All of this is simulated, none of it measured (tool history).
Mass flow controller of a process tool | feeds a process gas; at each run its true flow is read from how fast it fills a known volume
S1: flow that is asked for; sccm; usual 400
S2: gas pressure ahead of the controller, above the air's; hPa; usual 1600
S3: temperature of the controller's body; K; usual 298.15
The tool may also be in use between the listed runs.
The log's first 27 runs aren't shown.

{"run": 28, "hour": 5989.2, "S1": 148, "S2": 1980, "S3": 301.15, "true flow (%)": 97.97}
{"run": 29, "hour": 6137.4, "S1": 148, "S2": 1980, "S3": 312.15, "true flow (%)": 98.34}
{"run": 30, "hour": 6356.5, "S1": 442, "S2": 2390, "S3": 295.15, "true flow (%)": 99.29}
{"run": 31, "hour": 6494.0, "S1": 65, "S2": 2060, "S3": 302.15, "true flow (%)": 97.63}
{"run": 32, "hour": 6759.7, "S1": 253, "S2": 2040, "S3": 298.15, "true flow (%)": 98.17}
{"run": 33, "hour": 6976.6, "S1": 400, "S2": 1820, "S3": 299.15, "true flow (%)": 98.69}
{"run": 34, "hour": 7249.0, "S1": 93, "S2": 1930, "S3": 312.15, "true flow (%)": 97.74}
{"run": 35, "hour": 7475.1, "S1": 142, "S2": 1650, "S3": 295.15, "true flow (%)": 96.94}
{"run": 36, "hour": 7631.5, "S1": 156, "S2": 2270, "S3": 296.15, "true flow (%)": 97.44}
{"run": 37, "hour": 7911.0, "S1": 244, "S2": 1600, "S3": 298.15, "true flow (%)": 97.44}
{"hour": 7996.4, "done": "gauge calibrated"}
{"run": 38, "hour": 8148.3, "S1": 60, "S2": 2410, "S3": 300.15, "true flow (%)": 98.18}
{"run": 39, "hour": 8368.0, "S1": 60, "S2": 2410, "S3": 300.15, "true flow (%)": 98.02}
{"run": 40, "hour": 8511.4, "S1": 167, "S2": 2410, "S3": 297.15, "true flow (%)": 98.45}

4 ways to go on from here, each from the tool as it stands after run 40. What would each give?
{"run": "A", "hour": 8823.7, "S1": 93, "S2": 1970, "S3": 296.15, "true flow (%)": "?"}
{"run": "B", "hour": 8823.7, "S1": 400, "S2": 2200, "S3": 298.15, "true flow (%)": "?"}
{"run": "C", "hour": 8823.7, "S1": 66, "S2": 2540, "S3": 298.15, "true flow (%)": "?"}
{"run": "D", "hour": 8823.7, "S1": 125, "S2": 1600, "S3": 298.15, "true flow (%)": "?"}

run=A true_flow_(%)=97.48
run=B true_flow_(%)=99.4
run=C true_flow_(%)=98.01
run=D true_flow_(%)=97.52
Without the tool's hidden state the same runs would have given:
run=A true_flow_(%)=97.81
run=B true_flow_(%)=99.72
run=C true_flow_(%)=98.35
run=D true_flow_(%)=97.84
